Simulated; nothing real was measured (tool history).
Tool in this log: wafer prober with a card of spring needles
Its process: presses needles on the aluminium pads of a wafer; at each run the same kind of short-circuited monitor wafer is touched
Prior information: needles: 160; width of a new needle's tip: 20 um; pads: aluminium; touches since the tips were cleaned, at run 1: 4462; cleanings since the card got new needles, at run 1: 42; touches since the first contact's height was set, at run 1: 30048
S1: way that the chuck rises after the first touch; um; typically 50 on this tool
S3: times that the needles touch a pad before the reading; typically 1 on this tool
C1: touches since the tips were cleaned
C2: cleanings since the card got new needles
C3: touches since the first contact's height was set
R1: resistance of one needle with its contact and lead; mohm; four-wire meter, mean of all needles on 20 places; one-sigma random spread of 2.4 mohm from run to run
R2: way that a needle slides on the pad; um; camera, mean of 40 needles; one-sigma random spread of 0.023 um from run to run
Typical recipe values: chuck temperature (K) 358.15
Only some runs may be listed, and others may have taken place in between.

Run 1, hour 0: usual settings; C1 4462; C2 42; C3 30048. Result: R1 367 mohm, R2 11.9 um.
At hour 11.1: tips cleaned on abrasive film.
Run 2, hour 37.2: usual settings; C1 5607; C2 43; C3 38029. Result: R1 375 mohm, R2 11.89 um.
At hour 42.8: tips cleaned on abrasive film.
At hour 69.5: tips cleaned on abrasive film.
Run 3, hour 75.8: usual settings but S1 53 um; C1 1353; C2 45; C3 46295. Result: R1 318 mohm, R2 12.56 um.
At hour 101.2: tips cleaned on abrasive film.
Run 4, hour 110.4: usual settings but S1 53 um; C1 1978; C2 46; C3 53714. Result: R1 323 mohm, R2 12.5 um.
At hour 133: tips cleaned on abrasive film.
At hour 163: tips cleaned on abrasive film.
Run 5, hour 174.5: usual settings but S1 53 um; C1 2473; C2 48; C3 67478. Result: R1 340 mohm, R2 12.42 um.
At hour 190.8: tips cleaned on abrasive film.
At hour 219.1: tips cleaned on abrasive film.
Run 6, hour 233.6: usual settings but S1 53 um; C1 3126; C2 50; C3 80152. Result: R1 342 mohm, R2 12.39 um.
At hour 248.1: tips cleaned on abrasive film.
At hour 254.5: height of the first contact set anew.
Run 7, hour 272.7: usual settings but S1 53 um, S3 2; C1 5230; C2 51; C3 3914. Result: R1 332 mohm, R2 12.14 um.
At hour 275.6: tips cleaned on abrasive film.
Run 8, hour 301.1: usual settings but S1 51 um; C1 5500; C2 52; C3 10007. Result: R1 382 mohm, R2 11.66 um.
At hour 307.2: tips cleaned on abrasive film.
At hour 333.9: tips cleaned on abrasive film.
Run 9, hour 353.1: usual settings but S1 48 um, chuck temperature (K) 346.15, S3 2; C1 4135; C2 54; C3 21154. Result: R1 342 mohm, R2 10.91 um.
At hour 360.9: tips cleaned on abrasive film.
At hour 389.9: tips cleaned on abrasive film.
At hour 400.4: height of the first contact set anew, once more.
Run 10, hour 402: usual settings but S1 48 um, chuck temperature (K) 346.15, S3 2; C1 2555; C2 56; C3 358. Result: R1 317 mohm, R2 11.57 um.
At hour 422.3: tips cleaned on abrasive film.
Run 11, hour 438: usual settings but S1 33 um, chuck temperature (K) 326.15, S3 2; C1 3367; C2 57; C3 8074. Result: R1 384 mohm, R2 7.88 um.
At hour 453.5: tips cleaned on abrasive film.
Run 12, hour 472.3: usual settings but S1 68 um, chuck temperature (K) 326.15, S3 2; C1 4051; C2 58; C3 15447. Result: R1 297 mohm, R2 16.24 um.
At hour 481.2: tips cleaned on abrasive film.
At hour 509.1: tips cleaned on abrasive film.
Run 13, hour 522.5: usual settings but S1 43 um, chuck temperature (K) 382.15; C1 2884; C2 60; C3 26208. Result: R1 380 mohm, R2 10.21 um.
At hour 535.7: tips cleaned on abrasive film.
At hour 564.1: tips cleaned on abrasive film.
Run 14, hour 584.2: usual settings but chuck temperature (K) 353.15, S3 2; C1 4326; C2 62; C3 39430. Result: R1 339 mohm, R2 11.84 um.

Forecast each of these 4 alternatives for the next run:
At hour 594.7: tips cleaned on abrasive film.
Run A, hour 616.4: usual settings but S1 52 um, S3 2; C1 4681; C2 63; C3 46346. Result: R1 ?, R2 ?.
At hour 594.7: tips cleaned on abrasive film.
Run B, hour 616.4: usual settings but chuck temperature (K) 344.15; C1 4681; C2 63; C3 46346. Result: R1 ?, R2 ?.
At hour 594.7: tips cleaned on abrasive film.
Run C, hour 616.4: usual settings but S1 64 um, chuck temperature (K) 306.15; C1 4681; C2 63; C3 46346. Result: R1 ?, R2 ?.
At hour 594.7: tips cleaned on abrasive film.
Run D, hour 616.4: usual settings but S1 45 um, chuck temperature (K) 384.15, S3 2; C1 4681; C2 63; C3 46346. Result: R1 ?, R2 ?.

run   R1     R2
  A  338  12.26
  B  383  11.78
  C  332  15.15
  D  362  10.58
With no hidden state in the tool, these same runs would have given:
run   R1     R2
  A  277  12.48
  B  273     12
  C  258  15.37
  D  286  10.79
